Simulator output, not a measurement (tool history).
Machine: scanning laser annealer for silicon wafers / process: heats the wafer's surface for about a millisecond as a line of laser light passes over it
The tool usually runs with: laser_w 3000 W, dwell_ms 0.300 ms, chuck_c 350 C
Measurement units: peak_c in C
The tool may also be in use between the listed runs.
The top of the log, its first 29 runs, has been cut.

| run | day | laser_w | dwell_ms | chuck_c | peak_c |
|---|---|---|---|---|---|
| 30 | 23.362 | 3000 | 0.300 | 310 | 1033 |
| 31 | 24.467 | 3230 | 0.269 | 373 | 1099 |
| 32 | 25.071 | 3230 | 0.269 | 373 | 1100 |
| 33 | 26.204 | 2599 | 0.300 | 350 | 981 |
| 34 | 26.950 | 2599 | 0.262 | 350 | 941 |
| 35 | 27.621 | 3000 | 0.348 | 353 | 1128 |
| 36 | 28.396 | 3114 | 0.271 | 323 | 1029 |
| 37 | 29.421 | 2970 | 0.235 | 386 | 1008 |
| 38 | 30.525 | 2768 | 0.319 | 386 | 1072 |
| 39 | 31.317 | 2939 | 0.282 | 350 | 1028 |
| 40 | 31.867 | 2939 | 0.282 | 350 | 1032 |

Forecast each of these 3 alternatives for the next run:
| A | 32.858 | 2892 | 0.306 | 343 | ? |
| B | 32.858 | 2765 | 0.216 | 370 | ? |
| C | 32.858 | 2764 | 0.362 | 359 | ? |

| run | peak_c |
|---|---|
| A | 1044 |
| B | 927 |
| C | 1096 |
With no hidden state in the tool, these same runs would have given:
| run | peak_c |
|---|---|
| A | 1059 |
| B | 940 |
| C | 1112 |

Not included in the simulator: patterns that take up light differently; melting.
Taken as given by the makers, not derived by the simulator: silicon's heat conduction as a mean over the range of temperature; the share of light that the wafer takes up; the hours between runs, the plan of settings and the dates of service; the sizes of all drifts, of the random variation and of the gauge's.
